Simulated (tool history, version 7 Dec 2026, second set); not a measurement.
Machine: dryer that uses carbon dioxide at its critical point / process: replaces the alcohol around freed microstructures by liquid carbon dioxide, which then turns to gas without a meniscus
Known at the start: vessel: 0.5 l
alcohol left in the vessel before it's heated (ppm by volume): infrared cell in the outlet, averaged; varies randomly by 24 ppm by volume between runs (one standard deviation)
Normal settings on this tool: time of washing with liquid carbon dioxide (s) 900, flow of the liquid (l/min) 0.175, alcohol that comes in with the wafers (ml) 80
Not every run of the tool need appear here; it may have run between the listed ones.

run   hour  time of washing with liquid carbon dioxide (s)  flow of the liquid (l/min)  alcohol that comes in with the wafers (ml)  alcohol left in the vessel before it's heated (ppm by volume)
  1    0.0                                             900                       0.175                                          80                                                           1596
  2    4.6                                            1020                       0.175                                          80                                                            871
  3   11.5                                            1020                       0.175                                          80                                                            880
  4   19.7                                            1020                       0.175                                          55                                                            605
  5   26.4                                             900                       0.106                                          80                                                           9399
  6   32.1                                             900                       0.106                                          80                                                           9601
  7   38.5                                             900                       0.106                                          80                                                           9204
  8   45.5                                             900                       0.175                                          80                                                           1620
  9   49.7                                             900                       0.175                                          80                                                           1640
 10   57.5                                             900                       0.175                                          80                                                           1668
 11   64.9                                             900                       0.175                                          80                                                           1587
 12   72.3                                             900                       0.175                                          80                                                           1638
 13   82.2                                             900                       0.139                                          80                                                           4088
 14   88.6                                             900                       0.139                                          80                                                           4092
 15   96.4                                             900                       0.139                                          80                                                           4089
 16  105.2                                            1200                       0.128                                          73                                                           1647
 17  113.3                                            1140                       0.289                                          44                                                             53
 18  120.0                                            1140                       0.126                                          44                                                           1333
 19  125.3                                             900                       0.151                                          32                                                           1264
 20  131.4                                             900                       0.151                                          32                                                           1284
 21  138.7                                            1020                       0.175                                         114                                                           1328
 22  148.1                                             960                       0.137                                          25                                                           1171

Run 23 is up next; what results do you expect?
 23  154.4                                             960                       0.137                                          25                                                              ?

alcohol left in the vessel before it's heated (ppm by volume): 1134
Without the tool's hidden state the same run would have given alcohol left in the vessel before it's heated (ppm by volume) 1004.
